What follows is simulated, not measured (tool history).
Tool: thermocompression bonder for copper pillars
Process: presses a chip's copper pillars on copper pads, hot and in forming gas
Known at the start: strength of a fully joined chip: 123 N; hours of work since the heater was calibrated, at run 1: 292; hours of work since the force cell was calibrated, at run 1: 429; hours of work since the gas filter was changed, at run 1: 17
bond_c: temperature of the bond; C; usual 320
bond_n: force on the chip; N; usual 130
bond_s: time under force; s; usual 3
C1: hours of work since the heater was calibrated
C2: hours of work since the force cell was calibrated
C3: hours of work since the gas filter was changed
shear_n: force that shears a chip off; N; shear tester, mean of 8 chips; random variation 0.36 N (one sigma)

run 1 hour=0.0 | bond_c=320 bond_n=130 bond_s=3 | C1=292 C2=429 C3=17 | shear_n=51.3
run 2 hour=20.2 | bond_c=320 bond_n=130 bond_s=3 | C1=307 C2=444 C3=32 | shear_n=51.0
run 3 hour=41.6 | bond_c=320 bond_n=130 bond_s=3 | C1=323 C2=460 C3=48 | shear_n=51.7
run 4 hour=66.6 | bond_c=320 bond_n=130 bond_s=3 | C1=342 C2=479 C3=67 | shear_n=51.6
run 5 hour=96.3 | bond_c=320 bond_n=130 bond_s=3 | C1=364 C2=501 C3=89 | shear_n=51.5
run 6 hour=121.9 | bond_c=320 bond_n=130 bond_s=6 | C1=383 C2=520 C3=109 | shear_n=65.5
run 7 hour=138.6 | bond_c=320 bond_n=130 bond_s=6 | C1=396 C2=533 C3=121 | shear_n=66.4
run 8 hour=174.8 | bond_c=320 bond_n=130 bond_s=6 | C1=423 C2=560 C3=148 | shear_n=65.8
run 9 hour=191.9 | bond_c=320 bond_n=130 bond_s=3 | C1=436 C2=572 C3=161 | shear_n=51.4
run 10 hour=209.3 | bond_c=320 bond_n=112 bond_s=3 | C1=449 C2=585 C3=174 | shear_n=44.0
run 11 hour=239.8 | bond_c=320 bond_n=112 bond_s=3 | C1=472 C2=608 C3=197 | shear_n=44.1
run 12 hour=277.2 | bond_c=320 bond_n=130 bond_s=3 | C1=500 C2=636 C3=225 | shear_n=51.6
-- hour=282.6 forming gas filter changed
run 13 hour=308.7 | bond_c=320 bond_n=130 bond_s=3 | C1=523 C2=660 C3=20 | shear_n=53.5
run 14 hour=326.9 | bond_c=292 bond_n=130 bond_s=3 | C1=536 C2=673 C3=33 | shear_n=35.7
run 15 hour=359.9 | bond_c=292 bond_n=130 bond_s=3 | C1=561 C2=698 C3=58 | shear_n=35.5
run 16 hour=393.5 | bond_c=320 bond_n=182 bond_s=3 | C1=586 C2=723 C3=83 | shear_n=73.0
run 17 hour=426.7 | bond_c=320 bond_n=182 bond_s=3 | C1=611 C2=748 C3=108 | shear_n=74.1
-- hour=437.5 heater calibrated with a thermocouple chip
run 18 hour=449.9 | bond_c=320 bond_n=83 bond_s=3 | C1=9 C2=764 C3=124 | shear_n=34.3
run 19 hour=477.2 | bond_c=320 bond_n=83 bond_s=3 | C1=30 C2=784 C3=144 | shear_n=34.3
run 20 hour=494.8 | bond_c=320 bond_n=83 bond_s=3 | C1=43 C2=797 C3=157 | shear_n=35.2
-- hour=526.2 heater calibrated with a thermocouple chip, once more
run 21 hour=537.0 | bond_c=320 bond_n=83 bond_s=3 | C1=8 C2=827 C3=187 | shear_n=27.5
run 22 hour=560.7 | bond_c=320 bond_n=83 bond_s=3 | C1=26 C2=845 C3=205 | shear_n=27.3
-- hour=590.5 forming gas filter changed
run 23 hour=598.0 | bond_c=320 bond_n=83 bond_s=3 | C1=53 C2=873 C3=6 | shear_n=28.0
run 24 hour=619.6 | bond_c=308 bond_n=95 bond_s=4 | C1=70 C2=889 C3=22 | shear_n=31.3
run 25 hour=649.8 | bond_c=320 bond_n=177 bond_s=3 | C1=92 C2=912 C3=44 | shear_n=64.4
run 26 hour=678.6 | bond_c=313 bond_n=130 bond_s=3 | C1=114 C2=933 C3=66 | shear_n=42.6
run 27 hour=705.5 | bond_c=335 bond_n=130 bond_s=3 | C1=134 C2=953 C3=86 | shear_n=56.8
run 28 hour=730.9 | bond_c=293 bond_n=167 bond_s=4 | C1=153 C2=972 C3=105 | shear_n=47.6
run 29 hour=748.5 | bond_c=319 bond_n=105 bond_s=4 | C1=166 C2=986 C3=118 | shear_n=42.1
run 30 hour=783.0 | bond_c=298 bond_n=175 bond_s=2 | C1=192 C2=1011 C3=144 | shear_n=41.0
run 31 hour=819.0 | bond_c=298 bond_n=175 bond_s=3 | C1=219 C2=1038 C3=171 | shear_n=48.6
run 32 hour=849.7 | bond_c=326 bond_n=80 bond_s=4 | C1=242 C2=1061 C3=194 | shear_n=34.1
run 33 hour=871.7 | bond_c=320 bond_n=125 bond_s=3 | C1=258 C2=1078 C3=211 | shear_n=45.8
-- hour=894.9 forming gas filter changed
run 34 hour=897.4 | bond_c=320 bond_n=142 bond_s=2 | C1=277 C2=1097 C3=2 | shear_n=46.0
run 35 hour=931.6 | bond_c=348 bond_n=119 bond_s=7 | C1=303 C2=1122 C3=27 | shear_n=81.6
run 36 hour=960.3 | bond_c=348 bond_n=119 bond_s=7 | C1=324 C2=1144 C3=49 | shear_n=80.7
run 37 hour=986.6 | bond_c=350 bond_n=130 bond_s=3 | C1=344 C2=1164 C3=69 | shear_n=70.3
run 38 hour=1017.0 | bond_c=350 bond_n=83 bond_s=3 | C1=367 C2=1186 C3=91 | shear_n=44.3
run 39 hour=1034.6 | bond_c=320 bond_n=130 bond_s=2 | C1=380 C2=1199 C3=105 | shear_n=42.0
run 40 hour=1057.0 | bond_c=320 bond_n=130 bond_s=2 | C1=397 C2=1216 C3=121 | shear_n=41.8
run 41 hour=1096.3 | bond_c=295 bond_n=84 bond_s=2 | C1=426 C2=1246 C3=151 | shear_n=16.8

The same runs without the tool's hidden state, with the same run-to-run variation:
The hidden state here: true temperature of the bond over the reading, C; force that reaches the chip, % of what is set; oxide that the forming gas leaves, % of the face; drift of the gauge itself on shear_n, %.
run=1 shear_n=48.8
run=2 shear_n=48.4
run=3 shear_n=49.1
run=4 shear_n=49.0
run=5 shear_n=48.8
run=6 shear_n=62.5
run=7 shear_n=63.3
run=8 shear_n=62.7
run=9 shear_n=48.5
run=10 shear_n=41.4
run=11 shear_n=41.3
run=12 shear_n=48.6
run=13 shear_n=49.2
run=14 shear_n=32.0
run=15 shear_n=31.7
run=16 shear_n=68.0
run=17 shear_n=69.0
run=18 shear_n=28.7
run=19 shear_n=28.7
run=20 shear_n=29.5
run=21 shear_n=29.2
run=22 shear_n=29.0
run=23 shear_n=29.1
run=24 shear_n=32.3
run=25 shear_n=66.2
run=26 shear_n=43.9
run=27 shear_n=58.5
run=28 shear_n=48.7
run=29 shear_n=43.3
run=30 shear_n=41.9
run=31 shear_n=49.6
run=32 shear_n=34.9
run=33 shear_n=46.8
run=34 shear_n=45.9
run=35 shear_n=81.7
run=36 shear_n=80.8
run=37 shear_n=70.3
run=38 shear_n=44.2
run=39 shear_n=41.6
run=40 shear_n=41.4
run=41 shear_n=16.3
